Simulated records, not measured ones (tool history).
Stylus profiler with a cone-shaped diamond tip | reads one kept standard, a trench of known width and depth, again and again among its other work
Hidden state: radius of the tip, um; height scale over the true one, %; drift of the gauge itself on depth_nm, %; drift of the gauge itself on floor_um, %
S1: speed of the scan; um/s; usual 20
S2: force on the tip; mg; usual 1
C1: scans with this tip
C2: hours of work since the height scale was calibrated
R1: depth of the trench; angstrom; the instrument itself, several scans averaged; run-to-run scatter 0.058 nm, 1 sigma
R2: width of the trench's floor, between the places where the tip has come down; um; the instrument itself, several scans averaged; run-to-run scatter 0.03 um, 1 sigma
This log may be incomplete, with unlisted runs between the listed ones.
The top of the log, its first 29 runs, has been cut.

run 30 hour=1220.1 | S1=13 S2=1.83 | C1=11763 C2=926 | R1=2018.4 R2=47.09
run 31 hour=1274.8 | S1=11 S2=1.09 | C1=12159 C2=957 | R1=2012.2 R2=47.08
run 32 hour=1319.7 | S1=12 S2=0.96 | C1=12483 C2=982 | R1=2012.2 R2=47.14
run 33 hour=1376.8 | S1=10 S2=0.59 | C1=12895 C2=1015 | R1=2008.3 R2=47.07
run 34 hour=1405.2 | S1=71 S2=0.65 | C1=13101 C2=1031 | R1=2009.2 R2=46.62
run 35 hour=1442.6 | S1=14 S2=0.73 | C1=13371 C2=1052 | R1=2009.7 R2=47.12
run 36 hour=1499.4 | S1=37 S2=0.86 | C1=13781 C2=1085 | R1=2010.2 R2=46.89
-- hour=1535.1 height scale calibrated on a step standard
run 37 hour=1559.6 | S1=21 S2=2.31 | C1=14212 C2=14 | R1=2021.5 R2=47.13

Here are 3 independent what-if runs from the current tool condition. What would each one return?
run A hour=1620.4 | S1=21 S2=2.2 | C1=14652 C2=48 | R1=? R2=?
run B hour=1620.4 | S1=7 S2=1 | C1=14652 C2=48 | R1=? R2=?
run C hour=1620.4 | S1=39 S2=1 | C1=14652 C2=48 | R1=? R2=?

run=A R1=2020.3 R2=47.07
run=B R1=2012 R2=47.12
run=C R1=2012.4 R2=46.96
Stripped of hidden state, with their random variation kept, the same runs would have yielded:
run=A R1=2020.3 R2=47.09
run=B R1=2012 R2=47.14
run=C R1=2012.4 R2=46.98
